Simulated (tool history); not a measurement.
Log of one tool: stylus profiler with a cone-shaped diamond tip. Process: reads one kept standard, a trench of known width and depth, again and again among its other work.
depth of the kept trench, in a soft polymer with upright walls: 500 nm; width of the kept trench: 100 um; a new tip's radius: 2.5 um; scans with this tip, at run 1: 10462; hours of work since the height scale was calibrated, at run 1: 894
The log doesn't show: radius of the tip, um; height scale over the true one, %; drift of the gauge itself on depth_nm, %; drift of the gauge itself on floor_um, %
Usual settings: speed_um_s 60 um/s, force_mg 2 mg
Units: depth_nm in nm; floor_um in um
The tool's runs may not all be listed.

run   hour  speed_um_s  force_mg  scans with this tip  hours of work since the height scale was calibrated  depth_nm  floor_um
  1      0          60         2                10462                                                  894    505.07      94.7
  2   17.9          60         2                10585                                                  904    504.64     94.75
  3   25.7          24         2                10639                                                  909    504.95     94.78
  4   42.4          24         2                10754                                                  919    504.73     94.79
  5   51.7          60         2                10817                                                  924     504.8     94.68
  6   65.6          60         2                10913                                                  932    504.81     94.66
  7     83          60         2                11033                                                  943    504.87     94.65
  8   94.2         231         2                11111                                                  949    504.72      94.3
     106.7  -- new tip fitted, height scale calibrated
  9    110         231         2                   22                                                    2    506.06      96.6
 10  124.6         231         2                  123                                                   11    505.91     96.57
 11  139.5         231         2                  226                                                   19    506.04     96.52
 12  147.4          60      2.19                  280                                                   24    506.34      96.9
 13  162.1          60         2                  381                                                   33    505.97     96.81
 14  177.4          60         2                  487                                                   42       506     96.81
       179  -- height scale calibrated on a step standard
 15  193.4          30      3.32                  593                                                    8    508.05     96.83
 16  204.2          30      3.32                  668                                                   15    508.31     96.85
 17  213.7          30      3.32                  733                                                   20    508.17     96.79

Forecast run 18:
 18  223.9          21      2.33                  804                                                   26         ?         ?

{"run 18": {"depth_nm": 506.54, "floor_um": 96.8}}
Without the tool's hidden state the same run would have given depth_nm 506.95 nm, floor_um 97 um.
